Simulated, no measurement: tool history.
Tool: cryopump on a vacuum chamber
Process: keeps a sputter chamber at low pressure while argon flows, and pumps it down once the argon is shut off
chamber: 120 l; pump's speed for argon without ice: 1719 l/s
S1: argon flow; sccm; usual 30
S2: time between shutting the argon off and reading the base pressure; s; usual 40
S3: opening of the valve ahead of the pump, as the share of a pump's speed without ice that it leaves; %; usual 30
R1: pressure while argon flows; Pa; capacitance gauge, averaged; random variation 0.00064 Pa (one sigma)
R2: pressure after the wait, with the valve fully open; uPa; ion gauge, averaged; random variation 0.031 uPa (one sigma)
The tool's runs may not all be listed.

run,hour,S1,S2,S3,R1,R2
1,0.0,30,40,30,0.1051,1.93
2,94.7,32,40,30,0.1149,2.01
3,167.9,32,40,30,0.1151,2.11
4,232.9,28,40,30,0.1020,2.21
5,313.9,28,40,30,0.1027,2.26
# hour 338.0: pump warmed up, emptied and cooled again
6,400.1,30,21,30,0.0984,3.42
7,485.7,30,21,30,0.1012,3.48
8,577.0,30,40,30,0.1007,2.31
9,643.3,30,157,30,0.1014,1.31
10,729.0,33,157,30,0.1130,1.46
11,789.0,21,40,30,0.0718,2.53
12,877.8,34,23,25,0.1392,3.62
13,957.6,34,23,25,0.1411,3.67

Run 14 comes next. What will it give?
14,1033.2,44,53,25,?,?

{"run 14": {"R1": 0.1822, "R2": 2.46}}
Without the tool's hidden state the same run would have given R1 0.1724 Pa, R2 1.23 uPa.
